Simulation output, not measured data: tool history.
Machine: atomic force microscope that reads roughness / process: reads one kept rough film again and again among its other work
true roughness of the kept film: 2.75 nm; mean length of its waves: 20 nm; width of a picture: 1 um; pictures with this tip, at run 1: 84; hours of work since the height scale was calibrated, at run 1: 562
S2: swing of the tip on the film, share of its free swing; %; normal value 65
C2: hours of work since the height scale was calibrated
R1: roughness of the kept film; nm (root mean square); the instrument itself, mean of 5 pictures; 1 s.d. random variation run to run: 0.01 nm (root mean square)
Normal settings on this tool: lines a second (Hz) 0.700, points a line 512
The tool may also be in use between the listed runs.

run 1 hour=0.0 | lines_a_second_(Hz)=0.700 S2=65 points_a_line=512 | pictures_with_this_tip=84 C2=562 | R1=2.125
run 2 hour=28.5 | lines_a_second_(Hz)=3.158 S2=65 points_a_line=512 | pictures_with_this_tip=134 C2=582 | R1=1.943
run 3 hour=57.8 | lines_a_second_(Hz)=3.158 S2=65 points_a_line=512 | pictures_with_this_tip=186 C2=603 | R1=1.828
-- hour=65.2 new tip fitted
run 4 hour=86.8 | lines_a_second_(Hz)=3.158 S2=65 points_a_line=293 | pictures_with_this_tip=38 C2=623 | R1=2.117
run 5 hour=119.4 | lines_a_second_(Hz)=3.158 S2=65 points_a_line=293 | pictures_with_this_tip=95 C2=646 | R1=1.989
run 6 hour=171.6 | lines_a_second_(Hz)=3.158 S2=65 points_a_line=293 | pictures_with_this_tip=186 C2=683 | R1=1.831
-- hour=180.8 new tip fitted
run 7 hour=201.9 | lines_a_second_(Hz)=3.158 S2=65 points_a_line=293 | pictures_with_this_tip=37 C2=704 | R1=2.151
run 8 hour=230.6 | lines_a_second_(Hz)=3.158 S2=65 points_a_line=293 | pictures_with_this_tip=87 C2=725 | R1=2.025
run 9 hour=266.1 | lines_a_second_(Hz)=3.158 S2=65 points_a_line=293 | pictures_with_this_tip=149 C2=750 | R1=1.874
-- hour=293.1 new tip fitted
run 10 hour=314.6 | lines_a_second_(Hz)=2.759 S2=65 points_a_line=512 | pictures_with_this_tip=37 C2=784 | R1=2.203
run 11 hour=347.4 | lines_a_second_(Hz)=2.759 S2=65 points_a_line=512 | pictures_with_this_tip=95 C2=807 | R1=2.058
run 12 hour=373.4 | lines_a_second_(Hz)=2.759 S2=65 points_a_line=512 | pictures_with_this_tip=140 C2=825 | R1=1.965
-- hour=409.9 new tip fitted
run 13 hour=426.2 | lines_a_second_(Hz)=2.759 S2=65 points_a_line=512 | pictures_with_this_tip=28 C2=862 | R1=2.195
run 14 hour=478.2 | lines_a_second_(Hz)=2.759 S2=62 points_a_line=332 | pictures_with_this_tip=119 C2=899 | R1=1.969
-- hour=481.7 height scale calibrated on a step standard
-- hour=525.2 new tip fitted
run 15 hour=525.2 | lines_a_second_(Hz)=0.639 S2=65 points_a_line=702 | pictures_with_this_tip=0 C2=30 | R1=2.377
run 16 hour=562.3 | lines_a_second_(Hz)=1.712 S2=72 points_a_line=517 | pictures_with_this_tip=65 C2=57 | R1=2.151
run 17 hour=594.3 | lines_a_second_(Hz)=1.620 S2=65 points_a_line=455 | pictures_with_this_tip=121 C2=79 | R1=2.044
run 18 hour=630.2 | lines_a_second_(Hz)=0.700 S2=75 points_a_line=512 | pictures_with_this_tip=184 C2=105 | R1=1.956
-- hour=639.2 new tip fitted
-- hour=655.7 height scale calibrated on a step standard, once more
run 19 hour=661.1 | lines_a_second_(Hz)=0.773 S2=65 points_a_line=575 | pictures_with_this_tip=37 C2=4 | R1=2.266
run 20 hour=696.8 | lines_a_second_(Hz)=1.382 S2=86 points_a_line=363 | pictures_with_this_tip=99 C2=29 | R1=1.980
run 21 hour=726.7 | lines_a_second_(Hz)=1.382 S2=86 points_a_line=363 | pictures_with_this_tip=152 C2=50 | R1=1.873
-- hour=753.1 new tip fitted
run 22 hour=773.3 | lines_a_second_(Hz)=1.382 S2=86 points_a_line=363 | pictures_with_this_tip=36 C2=83 | R1=2.121
run 23 hour=828.5 | lines_a_second_(Hz)=2.798 S2=58 points_a_line=527 | pictures_with_this_tip=132 C2=122 | R1=1.993
run 24 hour=863.4 | lines_a_second_(Hz)=2.798 S2=58 points_a_line=527 | pictures_with_this_tip=194 C2=147 | R1=1.869
-- hour=866.4 new tip fitted
run 25 hour=904.4 | lines_a_second_(Hz)=0.805 S2=86 points_a_line=268 | pictures_with_this_tip=67 C2=175 | R1=2.087
run 26 hour=956.1 | lines_a_second_(Hz)=0.805 S2=86 points_a_line=261 | pictures_with_this_tip=157 C2=212 | R1=1.899

Each row is a separate what-if for the run after 26, all from the same tool condition, not one after another. Results?
-- hour=978.4 new tip fitted
run A hour=1001.3 | lines_a_second_(Hz)=0.842 S2=57 points_a_line=429 | pictures_with_this_tip=40 C2=244 | R1=?
-- hour=978.4 new tip fitted
run B hour=1001.3 | lines_a_second_(Hz)=3.573 S2=65 points_a_line=368 | pictures_with_this_tip=40 C2=244 | R1=?
-- hour=978.4 new tip fitted
run C hour=1001.3 | lines_a_second_(Hz)=0.700 S2=69 points_a_line=417 | pictures_with_this_tip=40 C2=244 | R1=?
-- hour=978.4 new tip fitted
run D hour=1001.3 | lines_a_second_(Hz)=1.669 S2=56 points_a_line=739 | pictures_with_this_tip=40 C2=244 | R1=?

run=A R1=2.253
run=B R1=2.134
run=C R1=2.241
run=D R1=2.239
With no hidden state in the tool, these same runs would have given:
run=A R1=2.364
run=B R1=2.239
run=C R1=2.351
run=D R1=2.349
